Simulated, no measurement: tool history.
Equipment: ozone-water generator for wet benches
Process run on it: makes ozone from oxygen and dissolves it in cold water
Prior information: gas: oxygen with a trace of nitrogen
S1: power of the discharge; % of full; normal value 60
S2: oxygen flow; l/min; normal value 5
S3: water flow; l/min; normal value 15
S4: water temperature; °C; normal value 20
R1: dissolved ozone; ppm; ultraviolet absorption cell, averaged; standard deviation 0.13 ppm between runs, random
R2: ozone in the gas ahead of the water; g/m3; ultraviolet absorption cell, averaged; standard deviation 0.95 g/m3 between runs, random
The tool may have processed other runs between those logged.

run,day,S1,S2,S3,S4,R1,R2
1,0,60,5,15,20,14.8,162
2,2.775,60,5,15,20,14.9,163
3,6.808,60,5,15,21,14.4,161.6
4,9.021,60,5,15,21,14.5,161.2
5,12.275,60,5,15,21,14.3,163.2
6,16.167,60,5,15,21,14.5,163.1
7,18.258,60,5,15,21,14.1,162.3
8,21.117,60,5,10,21,20.4,162.8
9,24.5,60,5,10,21,20.4,162
10,26.912,60,5,15,20,14.5,162.2
11,29.558,60,5,15,20,14.6,163.1
12,31.575,60,5.89,15,20,14.1,147.6
13,35.188,60,5.89,15,20,14.4,148.2
14,39.342,68,3.31,13,27,17.4,233.8
15,41.962,60,5,18,15,13.3,163.6
16,44.096,60,5,18,15,13.1,165.3
17,46.65,41,5,15,20,10.4,118.2
18,49.554,41,5,15,20,10.7,118.9
19,53.521,50,8.03,15,17,12.3,104.5
20,55.546,60,2.7,15,20,15.4,241.9
21,59.358,60,4.39,15,20,15.1,178.2

Branching from run 21: 4 alternative next runs. What would each branch give?
A,62.138,64,5,15,12,?,?
B,62.138,72,5.21,15,13,?,?
C,62.138,69,4.33,15,20,?,?
D,62.138,44,5,16,14,?,?

run,R1,R2
A,17.8,173.3
B,19.3,189.2
C,16.9,205.7
D,11.9,126.9
What these runs would have given with no unlogged condition in the tool:
run,R1,R2
A,17.8,170.1
B,19.3,185.8
C,16.9,202
D,12,124.6
